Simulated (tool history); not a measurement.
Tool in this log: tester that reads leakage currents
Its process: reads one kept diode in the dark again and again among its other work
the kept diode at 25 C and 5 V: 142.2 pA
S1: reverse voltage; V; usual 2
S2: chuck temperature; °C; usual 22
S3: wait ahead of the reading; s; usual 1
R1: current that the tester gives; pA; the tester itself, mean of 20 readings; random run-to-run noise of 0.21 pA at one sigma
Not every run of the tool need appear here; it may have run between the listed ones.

run,hour,S1,S2,S3,R1
1,0,2,22,1,68.74
2,35.2,2,22,1,69.19
3,61.5,2,22,1,69.04
4,91.5,2,22,1,69.05
5,125.9,2,22,1,68.7
6,167.5,7.85,22,1,155.48
7,214,7.85,22,1,154.8
8,250,7.85,22,1,154.63
9,283.1,2,48,1,409.48
10,323.8,2,48,1,408.23
11,363.1,2,48,1,406.48
12,385.2,2,48,1,406.97
13,407.9,2,48,1,407.5
14,431.7,2,22,1,68.45
15,458.3,2,22,1,68.43
16,484.7,2,22,1,68.62
17,524.4,2,22,1,68.88
18,548.6,2,22,1,68.48
19,572.9,2,22,8.81,67.84
20,605.6,2,22,8.81,68.12
21,636.7,2,28,2.2,105.08
# hour 641.4: chuck's temperature calibrated
22,662.9,2,45,1,324.52
23,690.9,1.25,31,5.33,96.34
24,732.6,2,38,0.73,204.77
# hour 770.5: probe card cleaned and baked
# hour 774.5: chuck's temperature calibrated, once more
25,784.6,2.5,47,1.86,445.01
26,829.1,2.58,33,1.07,176.51
27,864,16.5,50,1,1546.15
28,885.2,16.5,50,1,1540.63
29,916.5,2,26,2.64,92.15
30,955,2,22,0.53,68.92
31,988.1,17.64,22,0.53,242.18
32,1008.5,6.32,34,0.62,313.9
33,1037.3,1.11,45,0.71,248.73
34,1069.3,13.44,20,1,173.73
35,1100.6,2,22,0.53,69.22
36,1124.9,10.49,45,0.97,870.04
37,1160.2,9.58,23,1,179.15
38,1181.5,9.58,23,1,179.08
39,1221.3,2,43,1,301.54
40,1249.6,2,43,1,302.53

Each row is a separate what-if for the run after 40, all from the same tool condition, not one after another. Results?
A,1289.5,15.11,45,1,?
B,1289.5,2.13,22,1,?
C,1289.5,13.48,22,1,?
D,1289.5,2,29,1,?

run,R1
A,1064.7
B,70.88
C,201.56
D,115.04
With no hidden state in the tool, these same runs would have given:
run,R1
A,1071.03
B,71.32
C,201.85
D,115.84
